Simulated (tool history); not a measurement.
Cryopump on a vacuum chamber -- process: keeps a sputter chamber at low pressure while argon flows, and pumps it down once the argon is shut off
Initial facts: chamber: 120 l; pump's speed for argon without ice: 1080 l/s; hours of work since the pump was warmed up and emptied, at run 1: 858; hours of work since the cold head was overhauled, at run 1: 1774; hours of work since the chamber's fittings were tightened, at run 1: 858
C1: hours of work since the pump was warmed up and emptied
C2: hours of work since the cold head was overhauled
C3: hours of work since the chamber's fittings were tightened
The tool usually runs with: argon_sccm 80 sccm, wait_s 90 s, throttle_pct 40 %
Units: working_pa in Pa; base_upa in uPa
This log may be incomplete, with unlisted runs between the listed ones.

Run 1, hour 0: usual settings; C1 858; C2 1774; C3 858. Result: working_pa 0.3407 Pa, base_upa 2.79 uPa.
Run 2, hour 35.4: usual settings; C1 881; C2 1798; C3 881. Result: working_pa 0.3385 Pa, base_upa 2.8 uPa.
At hour 78.3: pump warmed up, emptied and cooled again.
Run 3, hour 103.9: usual settings; C1 17; C2 1840; C3 924. Result: working_pa 0.3174 Pa, base_upa 2.58 uPa.
Run 4, hour 144.8: usual settings; C1 44; C2 1867; C3 951. Result: working_pa 0.3169 Pa, base_upa 2.57 uPa.
Run 5, hour 174.8: usual settings; C1 64; C2 1887; C3 971. Result: working_pa 0.3181 Pa, base_upa 2.68 uPa.
Run 6, hour 213.3: usual settings; C1 90; C2 1913; C3 997. Result: working_pa 0.3197 Pa, base_upa 2.64 uPa.
Run 7, hour 279.4: usual settings; C1 134; C2 1957; C3 1041. Result: working_pa 0.3211 Pa, base_upa 2.77 uPa.
Run 8, hour 312.7: usual settings; C1 157; C2 1979; C3 1063. Result: working_pa 0.3209 Pa, base_upa 2.82 uPa.
Run 9, hour 354.9: usual settings; C1 185; C2 2008; C3 1091. Result: working_pa 0.3215 Pa, base_upa 2.84 uPa.
Run 10, hour 402.7: usual settings; C1 217; C2 2039; C3 1123. Result: working_pa 0.3205 Pa, base_upa 2.88 uPa.
Run 11, hour 469: usual settings; C1 261; C2 2084; C3 1167. Result: working_pa 0.3222 Pa, base_upa 3 uPa.
Run 12, hour 505.6: usual settings but throttle_pct 51 %; C1 285; C2 2108; C3 1192. Result: working_pa 0.2549 Pa, base_upa 3.04 uPa.
Run 13, hour 552.8: usual settings but throttle_pct 31 %; C1 317; C2 2140; C3 1223. Result: working_pa 0.4129 Pa, base_upa 3.08 uPa.
Run 14, hour 605.3: usual settings but throttle_pct 31 %; C1 352; C2 2175; C3 1258. Result: working_pa 0.4153 Pa, base_upa 3.13 uPa.
Run 15, hour 657.3: usual settings; C1 387; C2 2209; C3 1293. Result: working_pa 0.3253 Pa, base_upa 3.16 uPa.
Run 16, hour 711.3: usual settings; C1 423; C2 2245; C3 1329. Result: working_pa 0.3246 Pa, base_upa 3.25 uPa.
Run 17, hour 768.2: usual settings but throttle_pct 17 %; C1 461; C2 2283; C3 1367. Result: working_pa 0.7519 Pa, base_upa 3.21 uPa.
Run 18, hour 816.9: usual settings but argon_sccm 73 sccm, wait_s 43 s, throttle_pct 39 %; C1 493; C2 2316; C3 1400. Result: working_pa 0.3072 Pa, base_upa 4.67 uPa.
Run 19, hour 861.5: usual settings but argon_sccm 133 sccm, wait_s 134 s, throttle_pct 17 %; C1 523; C2 2346; C3 1429. Result: working_pa 1.2497 Pa, base_upa 3.08 uPa.
Run 20, hour 899.9: usual settings but argon_sccm 40 sccm, wait_s 50 s, throttle_pct 19 %; C1 548; C2 2371; C3 1455. Result: working_pa 0.3364 Pa, base_upa 4.46 uPa.
Run 21, hour 935.5: usual settings but argon_sccm 41 sccm, wait_s 50 s, throttle_pct 19 %; C1 572; C2 2395; C3 1479. Result: working_pa 0.346 Pa, base_upa 4.45 uPa.
Run 22, hour 968.3: usual settings but argon_sccm 41 sccm, wait_s 50 s, throttle_pct 19 %; C1 594; C2 2417; C3 1501. Result: working_pa 0.344 Pa, base_upa 4.53 uPa.
Run 23, hour 1012.2: usual settings but argon_sccm 39 sccm; C1 623; C2 2446; C3 1530. Result: working_pa 0.1619 Pa, base_upa 3.58 uPa.
Run 24, hour 1067.8: usual settings but wait_s 93 s; C1 661; C2 2483; C3 1567. Result: working_pa 0.3304 Pa, base_upa 3.63 uPa.
Run 25, hour 1108: usual settings but wait_s 93 s; C1 687; C2 2510; C3 1594. Result: working_pa 0.331 Pa, base_upa 3.7 uPa.
Run 26, hour 1158.7: usual settings but wait_s 93 s, throttle_pct 22 %; C1 721; C2 2544; C3 1628. Result: working_pa 0.5932 Pa, base_upa 3.75 uPa.
Run 27, hour 1212.6: usual settings but wait_s 93 s, throttle_pct 22 %; C1 757; C2 2580; C3 1664. Result: working_pa 0.5915 Pa, base_upa 3.89 uPa.
Run 28, hour 1246: usual settings but wait_s 93 s, throttle_pct 22 %; C1 780; C2 2602; C3 1686. Result: working_pa 0.5909 Pa, base_upa 3.77 uPa.
Run 29, hour 1294: usual settings but wait_s 93 s, throttle_pct 22 %; C1 812; C2 2634; C3 1718. Result: working_pa 0.5899 Pa, base_upa 4.01 uPa.
Run 30, hour 1337.5: usual settings but wait_s 93 s, throttle_pct 22 %; C1 841; C2 2663; C3 1747. Result: working_pa 0.5907 Pa, base_upa 4.08 uPa.
Run 31, hour 1385: usual settings but wait_s 205 s, throttle_pct 22 %; C1 872; C2 2695; C3 1779. Result: working_pa 0.5933 Pa, base_upa 3.44 uPa.
At hour 1443.8: pump warmed up, emptied and cooled again.
Run 32, hour 1449: usual settings but wait_s 205 s, throttle_pct 22 %; C1 3; C2 2735; C3 1818. Result: working_pa 0.5725 Pa, base_upa 3.18 uPa.
Run 33, hour 1515.2: usual settings but wait_s 205 s, throttle_pct 22 %; C1 48; C2 2779; C3 1862. Result: working_pa 0.5743 Pa, base_upa 3.3 uPa.
Run 34, hour 1553.8: usual settings but argon_sccm 37 sccm, wait_s 46 s, throttle_pct 22 %; C1 73; C2 2805; C3 1888. Result: working_pa 0.2683 Pa, base_upa 4.97 uPa.

Predict each of these 3 candidate next runs independently; none follows another, all start after run 34:
Run A, hour 1590: usual settings but argon_sccm 96 sccm, wait_s 103 s, throttle_pct 59 %; C1 98; C2 2829; C3 1912. Result: working_pa ?, base_upa ?.
Run B, hour 1590: usual settings but argon_sccm 37 sccm, wait_s 46 s, throttle_pct 49 %; C1 98; C2 2829; C3 1912. Result: working_pa ?, base_upa ?.
Run C, hour 1590: usual settings but argon_sccm 70 sccm, wait_s 60 s, throttle_pct 18 %; C1 98; C2 2829; C3 1912. Result: working_pa ?, base_upa ?.

run  working_pa  base_upa
  A      0.2648      3.88
  B      0.1222      5.18
  C      0.6175      4.63
With no hidden state in the tool, these same runs would have given:
run  working_pa  base_upa
  A      0.2542      1.26
  B      0.1181      2.53
  C      0.6097         2
